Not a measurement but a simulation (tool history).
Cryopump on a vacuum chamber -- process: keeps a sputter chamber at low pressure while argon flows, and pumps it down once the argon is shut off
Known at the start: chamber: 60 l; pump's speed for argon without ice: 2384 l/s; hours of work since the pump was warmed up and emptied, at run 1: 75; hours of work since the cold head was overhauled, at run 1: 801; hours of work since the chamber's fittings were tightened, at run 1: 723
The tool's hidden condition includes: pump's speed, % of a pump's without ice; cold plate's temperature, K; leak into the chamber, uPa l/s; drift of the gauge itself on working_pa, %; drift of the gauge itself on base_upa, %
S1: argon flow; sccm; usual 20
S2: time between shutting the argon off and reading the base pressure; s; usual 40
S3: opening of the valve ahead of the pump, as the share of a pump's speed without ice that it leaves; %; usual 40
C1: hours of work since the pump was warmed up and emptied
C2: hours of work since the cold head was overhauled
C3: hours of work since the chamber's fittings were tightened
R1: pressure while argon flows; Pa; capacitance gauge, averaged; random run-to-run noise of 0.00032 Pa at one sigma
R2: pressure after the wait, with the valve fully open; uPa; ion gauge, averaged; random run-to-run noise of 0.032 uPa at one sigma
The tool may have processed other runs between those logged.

| run | hour | S1 | S2 | S3 | C1 | C2 | C3 | R1 | R2 |
|---|---|---|---|---|---|---|---|---|---|
| 1 | 0 | 20 | 40 | 40 | 75 | 801 | 723 | 0.0365 | 1.86 |
| 2 | 65.3 | 20 | 40 | 41 | 105 | 831 | 753 | 0.0346 | 1.88 |
| 3 | 128 | 20 | 40 | 41 | 133 | 860 | 781 | 0.0358 | 1.89 |
| 4 | 189.6 | 20 | 40 | 41 | 161 | 888 | 809 | 0.0359 | 1.94 |
| 5 | 228.8 | 20 | 40 | 41 | 179 | 906 | 827 | 0.0364 | 1.96 |
| 6 | 286.7 | 20 | 40 | 41 | 205 | 932 | 853 | 0.0359 | 1.95 |
| 7 | 360.8 | 20 | 40 | 41 | 239 | 966 | 887 | 0.0364 | 1.96 |
| 8 | 422.5 | 20 | 40 | 41 | 267 | 994 | 915 | 0.0364 | 1.96 |
| 9 | 476.7 | 20 | 21 | 40 | 292 | 1019 | 940 | 0.0381 | 3.45 |
| 10 | 545.6 | 20 | 21 | 40 | 323 | 1050 | 971 | 0.0381 | 3.49 |
| 11 | 591 | 21 | 29 | 34 | 344 | 1071 | 992 | 0.046 | 2.61 |
| 12 | 683.5 | 21 | 29 | 34 | 386 | 1113 | 1034 | 0.0465 | 2.65 |
| 13 | 725.1 | 21 | 29 | 34 | 405 | 1132 | 1053 | 0.0467 | 2.67 |
| 14 | 817.2 | 16 | 206 | 18 | 447 | 1174 | 1095 | 0.0662 | 0.84 |

Here are 3 independent what-if runs from the current tool condition. What would each one return?
| A | 903.2 | 9 | 29 | 30 | 486 | 1213 | 1134 | ? | ? |
| B | 903.2 | 36 | 33 | 21 | 486 | 1213 | 1134 | ? | ? |
| C | 903.2 | 9 | 206 | 20 | 486 | 1213 | 1134 | ? | ? |

| run | R1 | R2 |
|---|---|---|
| A | 0.0227 | 2.68 |
| B | 0.1282 | 2.41 |
| C | 0.0334 | 0.86 |
What these runs would have given with no unlogged condition in the tool:
| run | R1 | R2 |
|---|---|---|
| A | 0.0209 | 2.23 |
| B | 0.1211 | 1.97 |
| C | 0.0316 | 0.41 |
